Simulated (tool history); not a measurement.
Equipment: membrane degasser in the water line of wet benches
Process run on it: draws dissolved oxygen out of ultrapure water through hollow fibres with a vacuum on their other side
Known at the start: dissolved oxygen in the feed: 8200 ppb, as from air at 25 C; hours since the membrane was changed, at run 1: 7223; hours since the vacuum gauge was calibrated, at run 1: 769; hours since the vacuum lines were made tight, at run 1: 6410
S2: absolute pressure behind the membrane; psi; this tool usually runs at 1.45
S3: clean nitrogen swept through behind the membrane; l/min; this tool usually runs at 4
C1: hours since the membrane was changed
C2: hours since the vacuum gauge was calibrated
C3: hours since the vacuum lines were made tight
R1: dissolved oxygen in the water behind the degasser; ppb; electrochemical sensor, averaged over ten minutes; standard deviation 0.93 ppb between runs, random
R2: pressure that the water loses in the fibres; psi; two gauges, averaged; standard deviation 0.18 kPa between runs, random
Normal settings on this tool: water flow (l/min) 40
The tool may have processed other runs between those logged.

{"run": 1, "hour": 0.0, "water flow (l/min)": 40, "S2": 1.45, "S3": 4, "C1": 7223, "C2": 769, "C3": 6410, "R1": 184.7, "R2": 7.101}
{"run": 2, "hour": 235.1, "water flow (l/min)": 40, "S2": 1.45, "S3": 4, "C1": 7458, "C2": 1004, "C3": 6645, "R1": 184.2, "R2": 7.091}
{"run": 3, "hour": 483.4, "water flow (l/min)": 40, "S2": 1.45, "S3": 4, "C1": 7706, "C2": 1253, "C3": 6893, "R1": 183.8, "R2": 7.069}
{"run": 4, "hour": 669.5, "water flow (l/min)": 40, "S2": 1.45, "S3": 4.17, "C1": 7892, "C2": 1439, "C3": 7079, "R1": 179, "R2": 7.097}
{"run": 5, "hour": 891.7, "water flow (l/min)": 40, "S2": 1.45, "S3": 4, "C1": 8114, "C2": 1661, "C3": 7301, "R1": 185.6, "R2": 7.105}
{"run": 6, "hour": 1009.2, "water flow (l/min)": 40, "S2": 3.32, "S3": 4, "C1": 8232, "C2": 1779, "C3": 7419, "R1": 463.3, "R2": 7.095}
{"run": 7, "hour": 1232.0, "water flow (l/min)": 40, "S2": 3.32, "S3": 4, "C1": 8455, "C2": 2001, "C3": 7642, "R1": 469.2, "R2": 7.101}
{"run": 8, "hour": 1421.9, "water flow (l/min)": 40, "S2": 1.45, "S3": 3.97, "C1": 8645, "C2": 2191, "C3": 7832, "R1": 187.2, "R2": 7.14}
{"hour": 1586.8, "done": "seals of the vacuum lines changed"}
{"run": 9, "hour": 1595.5, "water flow (l/min)": 40, "S2": 1.45, "S3": 3.97, "C1": 8816, "C2": 2363, "C3": 9, "R1": 185.5, "R2": 7.081}
{"run": 10, "hour": 1790.3, "water flow (l/min)": 40, "S2": 3.06, "S3": 4, "C1": 9011, "C2": 2558, "C3": 203, "R1": 428.5, "R2": 7.168}
{"run": 11, "hour": 1907.1, "water flow (l/min)": 55, "S2": 1.45, "S3": 4, "C1": 9128, "C2": 2674, "C3": 320, "R1": 282.2, "R2": 9.778}
{"run": 12, "hour": 2022.5, "water flow (l/min)": 55, "S2": 1.45, "S3": 4, "C1": 9243, "C2": 2790, "C3": 436, "R1": 282.4, "R2": 9.794}
{"run": 13, "hour": 2157.7, "water flow (l/min)": 55, "S2": 1.45, "S3": 4, "C1": 9378, "C2": 2925, "C3": 571, "R1": 283.4, "R2": 9.797}
{"run": 14, "hour": 2287.5, "water flow (l/min)": 29, "S2": 1.45, "S3": 3.4, "C1": 9508, "C2": 3055, "C3": 701, "R1": 144.6, "R2": 5.187}
{"run": 15, "hour": 2542.7, "water flow (l/min)": 43, "S2": 0.88, "S3": 7.28, "C1": 9763, "C2": 3310, "C3": 956, "R1": 77.5, "R2": 7.697}
{"run": 16, "hour": 2787.4, "water flow (l/min)": 39, "S2": 1.96, "S3": 5.95, "C1": 10008, "C2": 3555, "C3": 1201, "R1": 183.9, "R2": 6.95}
{"run": 17, "hour": 2927.5, "water flow (l/min)": 50, "S2": 2.23, "S3": 5.5, "C1": 10148, "C2": 3695, "C3": 1341, "R1": 309.5, "R2": 8.875}
{"run": 18, "hour": 3178.3, "water flow (l/min)": 50, "S2": 2.23, "S3": 5.5, "C1": 10399, "C2": 3946, "C3": 1591, "R1": 310.1, "R2": 8.891}
{"run": 19, "hour": 3292.8, "water flow (l/min)": 29, "S2": 2.73, "S3": 3.95, "C1": 10514, "C2": 4060, "C3": 1706, "R1": 274.2, "R2": 5.149}
{"run": 20, "hour": 3435.8, "water flow (l/min)": 29, "S2": 2.73, "S3": 3.95, "C1": 10657, "C2": 4203, "C3": 1849, "R1": 274.1, "R2": 5.187}
{"run": 21, "hour": 3630.5, "water flow (l/min)": 40, "S2": 2.58, "S3": 3.79, "C1": 10851, "C2": 4398, "C3": 2044, "R1": 372.9, "R2": 7.166}
{"run": 22, "hour": 3849.4, "water flow (l/min)": 40, "S2": 2.58, "S3": 3.79, "C1": 11070, "C2": 4617, "C3": 2263, "R1": 375.3, "R2": 7.073}
{"run": 23, "hour": 4100.6, "water flow (l/min)": 40, "S2": 2.58, "S3": 3.79, "C1": 11321, "C2": 4868, "C3": 2514, "R1": 375.7, "R2": 7.134}
{"run": 24, "hour": 4316.1, "water flow (l/min)": 40, "S2": 2.58, "S3": 3.79, "C1": 11537, "C2": 5084, "C3": 2729, "R1": 375.7, "R2": 7.092}
{"run": 25, "hour": 4532.2, "water flow (l/min)": 40, "S2": 2.58, "S3": 3.79, "C1": 11753, "C2": 5300, "C3": 2945, "R1": 374.5, "R2": 7.104}
{"run": 26, "hour": 4715.4, "water flow (l/min)": 40, "S2": 2.58, "S3": 3.79, "C1": 11936, "C2": 5483, "C3": 3129, "R1": 377, "R2": 7.127}

Alternative continuations, all from the tool just after run 26; predict every row:
{"run": "A", "hour": 4940.5, "water flow (l/min)": 28, "S2": 1.17, "S3": 9.71, "C1": 12161, "C2": 5708, "C3": 3354, "R1": "?", "R2": "?"}
{"run": "B", "hour": 4940.5, "water flow (l/min)": 40, "S2": 2.58, "S3": 3.05, "C1": 12161, "C2": 5708, "C3": 3354, "R1": "?", "R2": "?"}
{"run": "C", "hour": 4940.5, "water flow (l/min)": 63, "S2": 2.58, "S3": 3.79, "C1": 12161, "C2": 5708, "C3": 3354, "R1": "?", "R2": "?"}
{"run": "D", "hour": 4940.5, "water flow (l/min)": 40, "S2": 0.94, "S3": 4.29, "C1": 12161, "C2": 5708, "C3": 3354, "R1": "?", "R2": "?"}

run=A R1=41.9 R2=4.985
run=B R1=451 R2=7.134
run=C R1=617.2 R2=11.24
run=D R1=100.3 R2=7.107
The same runs, with their run-to-run variation unchanged, on a tool lacking any hidden condition would have given:
run=A R1=41.8 R2=4.979
run=B R1=450.8 R2=7.127
run=C R1=616.7 R2=11.23
run=D R1=100.1 R2=7.1
